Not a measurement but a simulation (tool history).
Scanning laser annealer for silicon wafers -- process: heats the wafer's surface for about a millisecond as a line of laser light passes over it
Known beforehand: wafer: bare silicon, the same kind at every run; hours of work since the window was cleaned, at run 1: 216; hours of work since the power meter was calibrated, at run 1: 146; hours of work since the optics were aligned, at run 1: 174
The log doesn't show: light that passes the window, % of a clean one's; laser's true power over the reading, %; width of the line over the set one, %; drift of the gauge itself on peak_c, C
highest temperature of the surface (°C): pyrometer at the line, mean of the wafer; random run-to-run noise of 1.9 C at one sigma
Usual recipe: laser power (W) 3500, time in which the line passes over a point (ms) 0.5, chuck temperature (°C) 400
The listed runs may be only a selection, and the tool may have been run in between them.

| run | hour | laser power (W) | time in which the line passes over a point (ms) | chuck temperature (°C) | hours of work since the window was cleaned | hours of work since the power meter was calibrated | hours of work since the optics were aligned | highest temperature of the surface (°C) |
|---|---|---|---|---|---|---|---|---|
| 1 | 0 | 3500 | 0.5 | 400 | 216 | 146 | 174 | 1187 |
| 2 | 8.9 | 3500 | 0.5 | 400 | 220 | 150 | 178 | 1184 |
| 3 | 15.7 | 3500 | 0.5 | 400 | 223 | 153 | 181 | 1187 |
| 4 | 23.7 | 3500 | 0.5 | 400 | 226 | 156 | 184 | 1185 |
| 5 | 29.3 | 3500 | 0.5 | 400 | 229 | 158 | 186 | 1187 |
| 6 | 38.4 | 3500 | 0.5 | 400 | 232 | 162 | 190 | 1184 |
| 7 | 50.2 | 3500 | 0.5 | 400 | 237 | 167 | 195 | 1185 |
| 8 | 56.1 | 3500 | 0.575 | 400 | 240 | 170 | 198 | 1243 |
| 9 | 64.3 | 3500 | 0.575 | 400 | 243 | 173 | 201 | 1238 |
| 10 | 75.5 | 3500 | 0.5 | 400 | 248 | 178 | 206 | 1181 |
| 11 | 85.6 | 3500 | 0.5 | 400 | 252 | 182 | 210 | 1184 |
| 12 | 93.8 | 3500 | 0.5 | 400 | 256 | 186 | 214 | 1180 |
| 13 | 99.1 | 3500 | 0.5 | 400 | 258 | 188 | 216 | 1182 |
| 14 | 110.9 | 3500 | 0.5 | 400 | 263 | 193 | 221 | 1179 |
| 15 | 118.9 | 3500 | 0.355 | 400 | 266 | 196 | 224 | 1054 |
| 16 | 130 | 3500 | 0.355 | 400 | 271 | 201 | 229 | 1054 |
| 17 | 137.6 | 3500 | 0.355 | 400 | 274 | 204 | 232 | 1055 |
| 18 | 148 | 3500 | 0.355 | 400 | 279 | 208 | 236 | 1053 |
| 19 | 154.3 | 3500 | 0.355 | 400 | 281 | 211 | 239 | 1052 |
| 20 | 165.2 | 3500 | 0.355 | 400 | 286 | 216 | 244 | 1051 |
| 21 | 170.4 | 3500 | 0.355 | 400 | 288 | 218 | 246 | 1052 |
| 22 | 177.1 | 3259 | 0.5 | 400 | 291 | 221 | 249 | 1107 |
| 23 | 187.3 | 3259 | 0.5 | 400 | 295 | 225 | 253 | 1101 |
| 24 | 196.1 | 3299 | 0.5 | 419 | 299 | 229 | 257 | 1134 |
| 25 | 202.4 | 3299 | 0.5 | 419 | 301 | 231 | 259 | 1132 |
| 26 | 214.9 | 3500 | 0.492 | 392 | 307 | 237 | 265 | 1158 |
| 27 | 220.1 | 3500 | 0.373 | 411 | 309 | 239 | 267 | 1079 |
| 28 | 231.5 | 3393 | 0.5 | 400 | 314 | 243 | 272 | 1142 |
| 29 | 238.4 | 3393 | 0.5 | 400 | 317 | 246 | 274 | 1137 |
| 30 | 248.1 | 3624 | 0.5 | 381 | 321 | 251 | 279 | 1186 |
| 31 | 260.6 | 3471 | 0.528 | 404 | 326 | 256 | 284 | 1187 |
| 32 | 267.1 | 3500 | 0.364 | 420 | 329 | 258 | 287 | 1078 |
| 33 | 278.9 | 3500 | 0.364 | 420 | 334 | 263 | 292 | 1078 |
| 34 | 287 | 3355 | 0.479 | 420 | 337 | 267 | 295 | 1128 |
| 35 | 297.7 | 3632 | 0.513 | 373 | 342 | 271 | 299 | 1191 |
|  | 301.4 | window over the wafer cleaned |
| 36 | 310.5 | 3568 | 0.577 | 391 | 4 | 276 | 304 | 1290 |
| 37 | 318.2 | 2980 | 0.547 | 400 | 7 | 279 | 307 | 1093 |
| 38 | 326.9 | 3625 | 0.463 | 370 | 11 | 283 | 311 | 1192 |
| 39 | 336.7 | 3786 | 0.489 | 398 | 15 | 287 | 315 | 1294 |
| 40 | 342.2 | 2983 | 0.388 | 372 | 17 | 289 | 317 | 950 |
| 41 | 349.8 | 2983 | 0.388 | 372 | 20 | 292 | 321 | 952 |

Forecast each of these 4 alternatives for the next run:
| A | 357.3 | 3279 | 0.351 | 381 | 24 | 296 | 324 | ? |
| B | 357.3 | 3500 | 0.462 | 400 | 24 | 296 | 324 | ? |
| C | 357.3 | 2983 | 0.388 | 394 | 24 | 296 | 324 | ? |
| D | 357.3 | 3615 | 0.374 | 372 | 24 | 296 | 324 | ? |

| run | highest temperature of the surface (°C) |
|---|---|
| A | 1005 |
| B | 1181 |
| C | 975 |
| D | 1105 |
With the hidden condition removed and each run's random variation left untouched, the same runs would have given:
| run | highest temperature of the surface (°C) |
|---|---|
| A | 1015 |
| B | 1194 |
| C | 985 |
| D | 1118 |
